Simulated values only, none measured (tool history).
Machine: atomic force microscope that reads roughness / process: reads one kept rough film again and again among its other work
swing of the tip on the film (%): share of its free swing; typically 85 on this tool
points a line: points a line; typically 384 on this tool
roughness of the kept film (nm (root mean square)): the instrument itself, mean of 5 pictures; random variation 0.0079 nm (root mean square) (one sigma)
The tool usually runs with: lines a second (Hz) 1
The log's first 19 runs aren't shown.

| run | day | lines a second (Hz) | swing of the tip on the film (%) | points a line | roughness of the kept film (nm (root mean square)) |
|---|---|---|---|---|---|
| 20 | 13.767 | 1 | 81 | 384 | 3.711 |
|  | 13.971 | new tip fitted |
| 21 | 14.762 | 1 | 81 | 384 | 3.791 |
| 22 | 15.662 | 1 | 81 | 384 | 3.754 |
| 23 | 16.1 | 1 | 85 | 384 | 3.684 |
|  | 16.458 | new tip fitted |
| 24 | 16.7 | 1 | 70 | 384 | 3.903 |
| 25 | 17.454 | 1 | 61 | 902 | 3.914 |
| 26 | 18.05 | 3.48 | 69 | 365 | 3.624 |
| 27 | 18.596 | 2.33 | 69 | 576 | 3.705 |
|  | 18.908 | new tip fitted |
| 28 | 19.508 | 1 | 70 | 881 | 3.916 |
| 29 | 19.95 | 1 | 70 | 881 | 3.862 |
| 30 | 20.796 | 2.31 | 70 | 661 | 3.691 |
|  | 21.388 | new tip fitted |
| 31 | 21.483 | 1 | 86 | 384 | 3.781 |
| 32 | 22.225 | 3.56 | 85 | 636 | 3.304 |
| 33 | 22.708 | 1.64 | 72 | 451 | 3.784 |
| 34 | 23.417 | 1.09 | 63 | 556 | 3.835 |
|  | 23.808 | new tip fitted |
| 35 | 24.096 | 1.09 | 63 | 556 | 3.943 |

Expected results for the next run?
| 36 | 24.829 | 0.64 | 55 | 384 | ? |

{"run 36": {"roughness of the kept film (nm (root mean square))": 3.951}}
Had the tool carried no hidden state, the very same run would have given roughness of the kept film (nm (root mean square)) 4.037.
